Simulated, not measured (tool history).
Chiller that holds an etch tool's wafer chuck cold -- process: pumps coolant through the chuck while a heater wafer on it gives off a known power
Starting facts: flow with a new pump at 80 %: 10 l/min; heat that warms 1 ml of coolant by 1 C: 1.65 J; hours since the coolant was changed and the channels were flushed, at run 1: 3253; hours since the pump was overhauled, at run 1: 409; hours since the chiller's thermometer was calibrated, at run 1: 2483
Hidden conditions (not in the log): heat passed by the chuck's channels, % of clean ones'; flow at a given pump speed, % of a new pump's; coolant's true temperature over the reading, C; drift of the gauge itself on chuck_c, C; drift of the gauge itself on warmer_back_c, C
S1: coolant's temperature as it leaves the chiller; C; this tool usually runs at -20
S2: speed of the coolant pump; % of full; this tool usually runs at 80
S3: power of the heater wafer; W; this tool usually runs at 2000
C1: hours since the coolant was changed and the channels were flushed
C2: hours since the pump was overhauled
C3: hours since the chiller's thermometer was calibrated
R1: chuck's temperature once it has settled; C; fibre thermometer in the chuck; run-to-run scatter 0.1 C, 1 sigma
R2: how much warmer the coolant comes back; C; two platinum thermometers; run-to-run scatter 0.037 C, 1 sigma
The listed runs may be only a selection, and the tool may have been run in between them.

run	hour	S1	S2	S3	C1	C2	C3	R1	R2
1	0	-20	80	2000	3253	409	2483	0.3	7.25
2	37.7	-20	80	2000	3290	447	2521	0.3	7.28
3	72.7	-20	80	2000	3325	482	2556	0.4	7.29
4	98.8	-13	80	2000	3351	508	2582	7.6	7.32
5	157.8	-20	80	2000	3410	567	2641	0.5	7.27
6	211.8	-20	80	2000	3464	621	2695	0.5	7.34
7	249.5	-20	80	2000	3502	659	2733	0.5	7.27
8	283.8	-20	80	2000	3536	693	2767	0.8	7.34
9	321.6	-28	80	2000	3574	731	2805	-7.3	7.31
10	350.5	-28	80	2000	3603	760	2834	-7.4	7.3
11	405.7	-28	80	2000	3658	815	2889	-7.2	7.25
12	432.3	-28	80	2000	3685	842	2915	-7.4	7.29
13	467.2	-20	80	2000	3720	877	2950	0.9	7.33
14	521.6	-20	80	2000	3774	931	3005	0.8	7.37
15	559.3	-20	80	1925	3812	969	3042	0.1	7.06
16	587.1	-20	80	1925	3840	997	3070	0.1	7.05
17	610.8	-20	89	2000	3863	1020	3094	-0.7	6.58
18	655.5	-20	89	2000	3908	1065	3139	-0.8	6.55
19	686	-27	89	2000	3939	1095	3169	-7.8	6.52
20	726.4	-27	89	2000	3979	1136	3210	-7.8	6.6
21	783.3	-14	64	1018	4036	1193	3266	-1.2	4.76
22	826.5	-20	69	1122	4079	1236	3310	-6.7	4.8
23	879.3	-20	69	2569	4132	1289	3362	11	11.02
24	906	-24	65	2483	4158	1315	3389	7.6	11.35
25	938.3	-20	80	1152	4191	1348	3421	-8	4.31
26	966	-20	80	1571	4219	1375	3449	-3.5	5.81
27	995.2	-14	61	2571	4248	1405	3478	20.8	12.57
28	1026.6	-20	68	1065	4279	1436	3510	-7.2	4.6
29	1051	-20	68	1065	4304	1460	3534	-7.1	4.63
30	1104.8	-20	68	1910	4357	1514	3588	3.5	8.39
31	1163.4	-20	76	1910	4416	1573	3647	1.4	7.43

Had the tool no unlogged condition, and each run kept its random variation, what would the results have been?
run	R1	R2
1	-1.6	7.23
2	-1.6	7.26
3	-1.5	7.27
4	5.6	7.29
5	-1.5	7.24
6	-1.5	7.3
7	-1.6	7.23
8	-1.3	7.3
9	-9.4	7.27
10	-9.6	7.26
11	-9.4	7.2
12	-9.6	7.24
13	-1.4	7.27
14	-1.5	7.31
15	-2.1	7
16	-2.1	6.99
17	-2.9	6.51
18	-3	6.48
19	-10	6.45
20	-10	6.54
21	-2.5	4.7
22	-8.1	4.74
23	6.9	10.89
24	3.4	11.21
25	-9.2	4.25
26	-5.4	5.73
27	16	12.4
28	-8.6	4.54
29	-8.5	4.57
30	0.3	8.26
31	-1.5	7.31
